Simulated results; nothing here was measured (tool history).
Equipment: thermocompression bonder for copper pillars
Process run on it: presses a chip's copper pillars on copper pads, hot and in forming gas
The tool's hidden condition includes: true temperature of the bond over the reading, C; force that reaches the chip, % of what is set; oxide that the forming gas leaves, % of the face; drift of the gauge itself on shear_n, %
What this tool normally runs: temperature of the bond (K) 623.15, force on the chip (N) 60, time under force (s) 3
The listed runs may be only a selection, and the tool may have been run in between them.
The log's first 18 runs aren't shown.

run	hour	temperature of the bond (K)	force on the chip (N)	time under force (s)	hours of work since the heater was calibrated	hours of work since the force cell was calibrated	hours of work since the gas filter was changed	force that shears a chip off (N)
19	253.7	623.15	60	2	92	334	182	63
20	264.2	623.15	60	6	98	340	188	90.1
21	276.6	623.15	60	6	106	348	196	89.7
22	290.7	618.15	60	3	114	356	205	70.8
23	306.5	618.15	60	3	124	366	214	70.7
24	316.6	649.15	74	2	130	372	220	80.4
25	335.8	610.15	84	2	142	384	232	67.7
26	351.9	623.15	60	3	151	394	242	72.4
# hour 364.8: forming gas filter changed
27	365.7	623.15	60	3	160	402	1	72.7
28	375.4	647.15	84	2	165	408	6	84.4
29	390.5	647.15	84	2	175	417	16	83.6
30	400.6	647.15	67	2	181	423	22	76.4
31	411.1	606.15	55	3	187	429	28	62.9
32	428.1	606.15	55	3	198	440	39	63.5
33	446.3	623.15	58	4	209	451	50	79.2
34	457.9	648.15	53	3	216	458	57	80.2
35	473.7	613.15	60	3	225	468	66	68.7
36	490.1	628.15	49	6	235	478	76	85.9
37	508.2	628.15	49	6	246	489	87	85.7
38	526	623.15	60	3	257	499	98	72.9
39	543.6	601.15	81	5	268	510	109	83.8

Predict each of these 3 candidate next runs independently; none follows another, all start after run 39:
A	562.6	623.15	55	3	280	522	121	?
B	562.6	623.15	60	2	280	522	121	?
C	562.6	601.15	81	2	280	522	121	?

run	force that shears a chip off (N)
A	70
B	63.3
C	62.7
With the hidden condition removed and each run's random variation left untouched, the same runs would have given:
run	force that shears a chip off (N)
A	70.1
B	63.4
C	62.8

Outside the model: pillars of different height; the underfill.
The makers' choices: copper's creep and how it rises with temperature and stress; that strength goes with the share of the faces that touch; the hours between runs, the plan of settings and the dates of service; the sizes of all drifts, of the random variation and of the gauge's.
